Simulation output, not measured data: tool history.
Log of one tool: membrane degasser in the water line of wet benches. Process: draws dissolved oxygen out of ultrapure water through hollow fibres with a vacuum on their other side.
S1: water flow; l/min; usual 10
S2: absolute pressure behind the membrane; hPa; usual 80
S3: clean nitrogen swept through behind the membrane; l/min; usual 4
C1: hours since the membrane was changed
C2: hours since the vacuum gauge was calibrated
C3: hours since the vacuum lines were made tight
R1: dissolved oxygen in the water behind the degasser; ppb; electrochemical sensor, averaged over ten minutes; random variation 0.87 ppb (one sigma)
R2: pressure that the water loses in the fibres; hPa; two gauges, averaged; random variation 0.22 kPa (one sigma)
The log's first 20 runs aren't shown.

Run 21, hour 1936.4: usual settings but S3 1.64 l/min; C1 4200; C2 250; C3 10412. Result: R1 123.3 ppb, R2 522 hPa.
Run 22, hour 1991.1: usual settings but S1 11 l/min, S3 1.64 l/min; C1 4254; C2 305; C3 10467. Result: R1 150.3 ppb, R2 575.1 hPa.
Run 23, hour 2072.8: usual settings but S1 7 l/min, S2 189.2 hPa; C1 4336; C2 386; C3 10548. Result: R1 78.8 ppb, R2 366 hPa.
Run 24, hour 2127.3: usual settings but S2 55.5 hPa, S3 3.12 l/min; C1 4390; C2 441; C3 10603. Result: R1 69.2 ppb, R2 519.9 hPa.
Run 25, hour 2190.4: usual settings but S2 55.5 hPa, S3 3.12 l/min; C1 4454; C2 504; C3 10666. Result: R1 70.6 ppb, R2 524.8 hPa.
Run 26, hour 2261.6: usual settings but S2 55.5 hPa, S3 3.12 l/min; C1 4525; C2 575; C3 10737. Result: R1 70.4 ppb, R2 521.6 hPa.
Run 27, hour 2376.6: usual settings but S1 13 l/min, S2 60.2 hPa, S3 4.96 l/min; C1 4640; C2 690; C3 10852. Result: R1 149.7 ppb, R2 676.9 hPa.
At hour 2404.3: seals of the vacuum lines changed.
Run 28, hour 2483.6: usual settings but S2 156.7 hPa, S3 5.29 l/min; C1 4745; C2 795; C3 79. Result: R1 108.1 ppb, R2 517.7 hPa.
Run 29, hour 2612.1: usual settings but S2 156.7 hPa, S3 5.29 l/min; C1 4873; C2 924; C3 208. Result: R1 110.1 ppb, R2 515.9 hPa.
Run 30, hour 2725.9: usual settings but S2 156.7 hPa, S3 5.29 l/min; C1 4987; C2 1037; C3 322. Result: R1 110.7 ppb, R2 518.2 hPa.
Run 31, hour 2859.2: usual settings but S2 127.1 hPa, S3 2.93 l/min; C1 5120; C2 1171; C3 455. Result: R1 129.5 ppb, R2 517.7 hPa.

Forecast each of these 5 alternatives for the next run:
Run A, hour 2940.4: usual settings but S2 109.1 hPa; C1 5202; C2 1252; C3 536. Result: R1 ?, R2 ?.
Run B, hour 2940.4: usual settings but S2 127.1 hPa, S3 8.17 l/min; C1 5202; C2 1252; C3 536. Result: R1 ?, R2 ?.
Run C, hour 2940.4: usual settings; C1 5202; C2 1252; C3 536. Result: R1 ?, R2 ?.
Run D, hour 2940.4: usual settings but S1 14 l/min, S2 63.6 hPa, S3 2.61 l/min; C1 5202; C2 1252; C3 536. Result: R1 ?, R2 ?.
Run E, hour 2940.4: usual settings but S2 59.3 hPa; C1 5202; C2 1252; C3 536. Result: R1 ?, R2 ?.

run     R1     R2
  A    100  517.2
  B   81.9  519.9
  C   82.2    514
  D  201.1  717.4
  E   68.3    515
Without the tool's hidden state the same runs would have given:
run     R1     R2
  A   99.9    525
  B   81.8  527.8
  C   82.1  521.9
  D  200.9  728.4
  E   68.2  522.8
